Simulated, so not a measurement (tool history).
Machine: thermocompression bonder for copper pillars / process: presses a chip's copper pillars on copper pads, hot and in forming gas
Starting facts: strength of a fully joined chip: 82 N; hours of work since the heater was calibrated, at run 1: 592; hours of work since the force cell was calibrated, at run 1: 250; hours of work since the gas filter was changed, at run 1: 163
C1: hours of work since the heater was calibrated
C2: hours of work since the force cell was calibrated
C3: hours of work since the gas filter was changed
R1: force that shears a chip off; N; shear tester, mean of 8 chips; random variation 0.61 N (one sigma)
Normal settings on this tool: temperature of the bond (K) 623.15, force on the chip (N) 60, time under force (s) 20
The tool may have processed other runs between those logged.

{"run": 1, "hour": 0.0, "temperature of the bond (K)": 623.15, "force on the chip (N)": 60, "time under force (s)": 20, "C1": 592, "C2": 250, "C3": 163, "R1": 29.8}
{"run": 2, "hour": 8.7, "temperature of the bond (K)": 637.15, "force on the chip (N)": 60, "time under force (s)": 20, "C1": 599, "C2": 256, "C3": 169, "R1": 34.5}
{"run": 3, "hour": 21.2, "temperature of the bond (K)": 637.15, "force on the chip (N)": 60, "time under force (s)": 20, "C1": 607, "C2": 265, "C3": 178, "R1": 34.8}
{"run": 4, "hour": 30.5, "temperature of the bond (K)": 637.15, "force on the chip (N)": 60, "time under force (s)": 20, "C1": 614, "C2": 272, "C3": 185, "R1": 33.9}
{"run": 5, "hour": 42.5, "temperature of the bond (K)": 637.15, "force on the chip (N)": 60, "time under force (s)": 20, "C1": 623, "C2": 280, "C3": 193, "R1": 35.7}
{"run": 6, "hour": 50.8, "temperature of the bond (K)": 604.15, "force on the chip (N)": 60, "time under force (s)": 20, "C1": 628, "C2": 286, "C3": 199, "R1": 23.3}
{"run": 7, "hour": 60.5, "temperature of the bond (K)": 604.15, "force on the chip (N)": 60, "time under force (s)": 20, "C1": 635, "C2": 293, "C3": 206, "R1": 23.8}
{"run": 8, "hour": 71.2, "temperature of the bond (K)": 604.15, "force on the chip (N)": 60, "time under force (s)": 20, "C1": 643, "C2": 300, "C3": 214, "R1": 23.6}
{"run": 9, "hour": 77.9, "temperature of the bond (K)": 604.15, "force on the chip (N)": 60, "time under force (s)": 20, "C1": 648, "C2": 305, "C3": 218, "R1": 23.5}
{"run": 10, "hour": 84.8, "temperature of the bond (K)": 604.15, "force on the chip (N)": 60, "time under force (s)": 20, "C1": 653, "C2": 310, "C3": 223, "R1": 23.7}
{"run": 11, "hour": 92.9, "temperature of the bond (K)": 639.15, "force on the chip (N)": 60, "time under force (s)": 20, "C1": 658, "C2": 316, "C3": 229, "R1": 34.1}
{"run": 12, "hour": 99.4, "temperature of the bond (K)": 639.15, "force on the chip (N)": 60, "time under force (s)": 20, "C1": 663, "C2": 320, "C3": 234, "R1": 35.2}
{"run": 13, "hour": 105.1, "temperature of the bond (K)": 639.15, "force on the chip (N)": 60, "time under force (s)": 20, "C1": 667, "C2": 324, "C3": 238, "R1": 33.5}
{"run": 14, "hour": 114.9, "temperature of the bond (K)": 623.15, "force on the chip (N)": 60, "time under force (s)": 18, "C1": 674, "C2": 331, "C3": 245, "R1": 28.7}
{"run": 15, "hour": 126.3, "temperature of the bond (K)": 623.15, "force on the chip (N)": 60, "time under force (s)": 18, "C1": 682, "C2": 340, "C3": 253, "R1": 27.4}
{"run": 16, "hour": 133.0, "temperature of the bond (K)": 623.15, "force on the chip (N)": 60, "time under force (s)": 20, "C1": 687, "C2": 344, "C3": 257, "R1": 29.1}
{"run": 17, "hour": 144.9, "temperature of the bond (K)": 623.15, "force on the chip (N)": 60, "time under force (s)": 20, "C1": 695, "C2": 353, "C3": 266, "R1": 28.9}
{"run": 18, "hour": 155.6, "temperature of the bond (K)": 623.15, "force on the chip (N)": 60, "time under force (s)": 20, "C1": 703, "C2": 360, "C3": 273, "R1": 29.1}
{"run": 19, "hour": 161.4, "temperature of the bond (K)": 623.15, "force on the chip (N)": 60, "time under force (s)": 37, "C1": 707, "C2": 364, "C3": 278, "R1": 36.8}
{"run": 20, "hour": 172.1, "temperature of the bond (K)": 623.15, "force on the chip (N)": 60, "time under force (s)": 20, "C1": 715, "C2": 372, "C3": 285, "R1": 28.5}
{"run": 21, "hour": 182.0, "temperature of the bond (K)": 623.15, "force on the chip (N)": 60, "time under force (s)": 20, "C1": 722, "C2": 379, "C3": 292, "R1": 27.9}
{"run": 22, "hour": 190.6, "temperature of the bond (K)": 599.15, "force on the chip (N)": 60, "time under force (s)": 17, "C1": 728, "C2": 385, "C3": 298, "R1": 19.3}
{"run": 23, "hour": 201.1, "temperature of the bond (K)": 621.15, "force on the chip (N)": 49, "time under force (s)": 19, "C1": 735, "C2": 393, "C3": 306, "R1": 24.1}
{"run": 24, "hour": 211.6, "temperature of the bond (K)": 615.15, "force on the chip (N)": 48, "time under force (s)": 11, "C1": 743, "C2": 400, "C3": 313, "R1": 17.3}
{"hour": 225.1, "done": "heater calibrated with a thermocouple chip"}
{"run": 25, "hour": 225.3, "temperature of the bond (K)": 603.15, "force on the chip (N)": 55, "time under force (s)": 48, "C1": 0, "C2": 408, "C3": 321, "R1": 34.1}
{"run": 26, "hour": 230.6, "temperature of the bond (K)": 628.15, "force on the chip (N)": 56, "time under force (s)": 20, "C1": 4, "C2": 412, "C3": 325, "R1": 33}
{"run": 27, "hour": 241.8, "temperature of the bond (K)": 623.15, "force on the chip (N)": 65, "time under force (s)": 20, "C1": 12, "C2": 420, "C3": 333, "R1": 33.1}
{"run": 28, "hour": 249.6, "temperature of the bond (K)": 633.15, "force on the chip (N)": 60, "time under force (s)": 37, "C1": 17, "C2": 426, "C3": 339, "R1": 43.7}
{"run": 29, "hour": 259.9, "temperature of the bond (K)": 633.15, "force on the chip (N)": 60, "time under force (s)": 37, "C1": 25, "C2": 433, "C3": 346, "R1": 43.9}
{"run": 30, "hour": 269.9, "temperature of the bond (K)": 623.15, "force on the chip (N)": 86, "time under force (s)": 20, "C1": 32, "C2": 440, "C3": 353, "R1": 37.7}
{"run": 31, "hour": 282.3, "temperature of the bond (K)": 623.15, "force on the chip (N)": 38, "time under force (s)": 24, "C1": 41, "C2": 449, "C3": 362, "R1": 26.4}
{"run": 32, "hour": 294.9, "temperature of the bond (K)": 615.15, "force on the chip (N)": 58, "time under force (s)": 23, "C1": 50, "C2": 458, "C3": 371, "R1": 30}
{"run": 33, "hour": 302.1, "temperature of the bond (K)": 615.15, "force on the chip (N)": 58, "time under force (s)": 23, "C1": 55, "C2": 463, "C3": 376, "R1": 30.9}
{"run": 34, "hour": 309.6, "temperature of the bond (K)": 615.15, "force on the chip (N)": 58, "time under force (s)": 23, "C1": 60, "C2": 468, "C3": 381, "R1": 30.7}
{"run": 35, "hour": 320.5, "temperature of the bond (K)": 608.15, "force on the chip (N)": 42, "time under force (s)": 13, "C1": 68, "C2": 476, "C3": 389, "R1": 17.4}
{"run": 36, "hour": 332.6, "temperature of the bond (K)": 608.15, "force on the chip (N)": 42, "time under force (s)": 24, "C1": 76, "C2": 485, "C3": 398, "R1": 23.1}
{"run": 37, "hour": 339.7, "temperature of the bond (K)": 608.15, "force on the chip (N)": 38, "time under force (s)": 24, "C1": 81, "C2": 490, "C3": 403, "R1": 21.7}
{"run": 38, "hour": 347.7, "temperature of the bond (K)": 640.15, "force on the chip (N)": 36, "time under force (s)": 24, "C1": 87, "C2": 495, "C3": 408, "R1": 30.9}
{"run": 39, "hour": 359.9, "temperature of the bond (K)": 640.15, "force on the chip (N)": 36, "time under force (s)": 24, "C1": 96, "C2": 504, "C3": 417, "R1": 30.7}

What would each run have given without the hidden state, its run-to-run variation left as it was?
Hidden state at play: true temperature of the bond over the reading, C; force that reaches the chip, % of what is set; oxide that the forming gas leaves, % of the face; drift of the gauge itself on shear_n, %.
run=1 R1=34
run=2 R1=38.9
run=3 R1=39.3
run=4 R1=38.5
run=5 R1=40.4
run=6 R1=27.3
run=7 R1=27.9
run=8 R1=27.6
run=9 R1=27.6
run=10 R1=27.8
run=11 R1=39.2
run=12 R1=40.4
run=13 R1=38.6
run=14 R1=33.4
run=15 R1=32.2
run=16 R1=34
run=17 R1=34
run=18 R1=34.3
run=19 R1=42.9
run=20 R1=33.8
run=21 R1=33.3
run=22 R1=23.6
run=23 R1=29
run=24 R1=21.2
run=25 R1=36.3
run=26 R1=35.1
run=27 R1=35.4
run=28 R1=46.6
run=29 R1=47
run=30 R1=40.5
run=31 R1=28.6
run=32 R1=32.4
run=33 R1=33.4
run=34 R1=33.3
run=35 R1=19.1
run=36 R1=25.4
run=37 R1=23.8
run=38 R1=33.8
run=39 R1=33.7
